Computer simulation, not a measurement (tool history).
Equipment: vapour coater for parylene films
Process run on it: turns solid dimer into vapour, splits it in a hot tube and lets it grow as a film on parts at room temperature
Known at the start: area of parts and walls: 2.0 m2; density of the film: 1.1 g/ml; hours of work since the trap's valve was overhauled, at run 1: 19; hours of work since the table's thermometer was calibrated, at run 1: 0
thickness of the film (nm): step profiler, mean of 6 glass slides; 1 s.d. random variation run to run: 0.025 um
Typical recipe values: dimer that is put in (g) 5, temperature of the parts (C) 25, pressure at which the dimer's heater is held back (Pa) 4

| run | hour | dimer that is put in (g) | temperature of the parts (C) | pressure at which the dimer's heater is held back (Pa) | hours of work since the trap's valve was overhauled | hours of work since the table's thermometer was calibrated | thickness of the film (nm) |
|---|---|---|---|---|---|---|---|
| 1 | 0 | 5 | 25 | 4 | 19 | 0 | 1790 |
| 2 | 49.5 | 5 | 25 | 4 | 57 | 38 | 1810 |
| 3 | 92.1 | 5 | 25 | 4.77 | 90 | 71 | 1740 |
| 4 | 148.9 | 5 | 25 | 4.77 | 134 | 114 | 1690 |
| 5 | 182.1 | 5 | 25 | 4.77 | 159 | 140 | 1670 |
| 6 | 207.6 | 5 | 25 | 4.77 | 179 | 160 | 1670 |
| 7 | 234.5 | 5 | 22 | 4 | 199 | 180 | 1860 |
| 8 | 289.9 | 4 | 25 | 4 | 242 | 223 | 1300 |
|  | 320.4 | trap's valve overhauled |
| 9 | 331.4 | 5 | 25 | 4 | 8 | 252 | 1600 |
| 10 | 357.6 | 5 | 25 | 4 | 29 | 272 | 1520 |
| 11 | 382.5 | 5 | 25 | 4 | 48 | 291 | 1400 |
| 12 | 428.4 | 5 | 25 | 4.21 | 83 | 326 | 1460 |
| 13 | 453.9 | 5 | 25 | 4.21 | 103 | 346 | 1440 |
| 14 | 513.9 | 5 | 25 | 4.21 | 149 | 392 | 1370 |
| 15 | 558 | 5 | 30 | 4 | 183 | 426 | 1100 |
| 16 | 592.7 | 5 | 30 | 4 | 209 | 452 | 1150 |
|  | 612.1 | trap's valve overhauled, once more |
| 17 | 647.7 | 2 | 25 | 4 | 27 | 492 | 750 |
| 18 | 680.3 | 5 | 24 | 4 | 52 | 517 | 1880 |
| 19 | 708.5 | 4 | 24 | 4 | 74 | 538 | 1490 |
| 20 | 756.3 | 4 | 24 | 4 | 111 | 575 | 1490 |
| 21 | 787.8 | 4 | 24 | 4 | 135 | 599 | 1410 |
| 22 | 813.8 | 5 | 28 | 4 | 155 | 619 | 1580 |
| 23 | 838.3 | 5 | 28 | 4 | 174 | 638 | 1560 |
| 24 | 862.5 | 5 | 36 | 4 | 192 | 657 | 1200 |
| 25 | 896.9 | 5 | 36 | 4 | 219 | 683 | 1130 |
| 26 | 939.5 | 2 | 30 | 3.03 | 252 | 716 | 590 |
|  | 959.8 | trap's valve overhauled |
| 27 | 992.6 | 2 | 30 | 3.03 | 25 | 753 | 650 |
| 28 | 1020.3 | 2 | 25 | 5.57 | 46 | 775 | 700 |
| 29 | 1046.6 | 3 | 25 | 8.11 | 67 | 795 | 970 |
| 30 | 1073 | 8 | 19 | 2.14 | 87 | 815 | 3380 |
| 31 | 1127.4 | 8 | 19 | 2.14 | 129 | 857 | 3260 |
| 32 | 1173.2 | 2 | 25 | 5.48 | 164 | 892 | 650 |
| 33 | 1206.4 | 2 | 25 | 5.48 | 189 | 918 | 680 |
| 34 | 1262.8 | 3 | 25 | 4 | 233 | 961 | 1030 |
|  | 1305.5 | trap's valve overhauled |
| 35 | 1305.5 | 3 | 25 | 4 | 0 | 991 | 1160 |
| 36 | 1355.7 | 3 | 21 | 8.12 | 39 | 1029 | 1180 |
|  | 1385 | table's thermometer calibrated |
| 37 | 1394.1 | 3 | 21 | 8.12 | 67 | 7 | 1140 |
| 38 | 1444.2 | 9 | 33 | 4.83 | 106 | 45 | 2340 |
| 39 | 1488.4 | 5 | 22 | 6.03 | 140 | 79 | 1790 |
| 40 | 1534.5 | 2 | 20 | 2.65 | 175 | 115 | 830 |
| 41 | 1576.6 | 2 | 32 | 2.73 | 208 | 147 | 520 |
| 42 | 1620.8 | 6 | 25 | 6.07 | 242 | 181 | 1860 |
| 43 | 1645.8 | 4 | 25 | 7.93 | 261 | 200 | 1170 |
|  | 1654.2 | trap's valve overhauled |
| 44 | 1693.1 | 4 | 25 | 7.93 | 30 | 234 | 1350 |

Alternative continuations, all from the tool just after run 44; predict every row:
| A | 1742.4 | 4 | 19 | 4.5 | 68 | 272 | ? |
| B | 1742.4 | 5 | 20 | 2.8 | 68 | 272 | ? |
| C | 1742.4 | 3 | 25 | 3.72 | 68 | 272 | ? |
| D | 1742.4 | 5 | 25 | 2.43 | 68 | 272 | ? |
| E | 1742.4 | 4 | 18 | 3.43 | 68 | 272 | ? |

| run | thickness of the film (nm) |
|---|---|
| A | 1720 |
| B | 2170 |
| C | 1070 |
| D | 1940 |
| E | 1750 |
With no hidden state in the tool, these same runs would have given:
| run | thickness of the film (nm) |
|---|---|
| A | 1790 |
| B | 2260 |
| C | 1110 |
| D | 2000 |
| E | 1820 |

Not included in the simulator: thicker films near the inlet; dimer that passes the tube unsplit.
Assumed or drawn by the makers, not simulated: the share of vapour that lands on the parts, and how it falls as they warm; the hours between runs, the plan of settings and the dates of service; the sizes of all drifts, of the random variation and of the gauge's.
